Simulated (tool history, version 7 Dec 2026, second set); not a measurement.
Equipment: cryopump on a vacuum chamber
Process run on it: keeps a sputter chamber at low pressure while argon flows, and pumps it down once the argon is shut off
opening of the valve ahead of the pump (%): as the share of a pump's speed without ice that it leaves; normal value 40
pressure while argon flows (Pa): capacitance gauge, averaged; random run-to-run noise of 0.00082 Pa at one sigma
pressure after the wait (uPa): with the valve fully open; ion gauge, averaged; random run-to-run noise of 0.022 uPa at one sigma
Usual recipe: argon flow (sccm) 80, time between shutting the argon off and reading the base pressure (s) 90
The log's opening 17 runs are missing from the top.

| run | day | argon flow (sccm) | time between shutting the argon off and reading the base pressure (s) | opening of the valve ahead of the pump (%) | pressure while argon flows (Pa) | pressure after the wait (uPa) |
|---|---|---|---|---|---|---|
| 18 | 12.142 | 80 | 90 | 15 | 0.4513 | 0.94 |
| 19 | 12.617 | 80 | 79 | 40 | 0.1790 | 1.04 |
| 20 | 13.058 | 80 | 79 | 40 | 0.1807 | 0.97 |
| 21 | 13.804 | 80 | 79 | 40 | 0.1811 | 1.01 |
| 22 | 14.729 | 89 | 79 | 33 | 0.2376 | 1.01 |
| 23 | 15.392 | 112 | 223 | 16 | 0.5954 | 0.72 |
| 24 | 15.946 | 147 | 71 | 42 | 0.3193 | 1.11 |
| 25 | 16.721 | 56 | 90 | 59 | 0.0908 | 1.00 |

Predict the results of run 26:
| 26 | 17.350 | 85 | 67 | 52 | ? | ? |

Run 26 gave pressure while argon flows (Pa) 0.1536, pressure after the wait (uPa) 1.12.
With no hidden state in the tool, this same run would have given pressure while argon flows (Pa) 0.1322, pressure after the wait (uPa) 0.74.

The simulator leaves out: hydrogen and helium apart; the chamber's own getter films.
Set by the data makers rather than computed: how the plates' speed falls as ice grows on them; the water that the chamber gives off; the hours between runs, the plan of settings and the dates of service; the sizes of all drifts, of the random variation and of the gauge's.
